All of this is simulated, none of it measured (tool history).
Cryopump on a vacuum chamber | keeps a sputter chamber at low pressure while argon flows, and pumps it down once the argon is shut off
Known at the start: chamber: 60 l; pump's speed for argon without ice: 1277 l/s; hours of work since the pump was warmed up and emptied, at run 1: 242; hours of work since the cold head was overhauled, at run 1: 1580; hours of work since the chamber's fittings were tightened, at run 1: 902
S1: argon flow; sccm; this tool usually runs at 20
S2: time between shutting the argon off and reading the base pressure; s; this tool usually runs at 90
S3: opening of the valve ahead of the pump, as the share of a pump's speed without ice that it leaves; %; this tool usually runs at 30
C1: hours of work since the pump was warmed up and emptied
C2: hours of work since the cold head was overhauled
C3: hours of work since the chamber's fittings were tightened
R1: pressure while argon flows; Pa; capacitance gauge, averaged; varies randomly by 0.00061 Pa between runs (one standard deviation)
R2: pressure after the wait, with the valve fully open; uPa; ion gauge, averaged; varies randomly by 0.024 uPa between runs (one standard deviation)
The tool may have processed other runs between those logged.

run   hour  S1  S2  S3   C1    C2    C3      R1    R2
  1    0.0  20  90  30  242  1580   902  0.0922  1.11
  2   70.7  21  90  30  281  1620   942  0.0984  1.07
  3  135.9  20  90  30  318  1657   979  0.0929  1.09
  4  218.6  20  90  30  365  1704  1026  0.0952  1.06
  5  314.2  20  90  30  419  1758  1080  0.0954  1.12
  6  385.6  20  90  30  459  1798  1120  0.0955  1.18
  7  452.3  20  90  30  497  1836  1158  0.0976  1.15

Forecast run 8:
  8  507.9  20  90  30  529  1867  1189   ?   ?

R1: 0.0975 Pa
R2: 1.19 uPa
On a tool with no hidden condition, and with the same random variation, this run would have come out at R1 0.0880 Pa, R2 0.91 uPa.
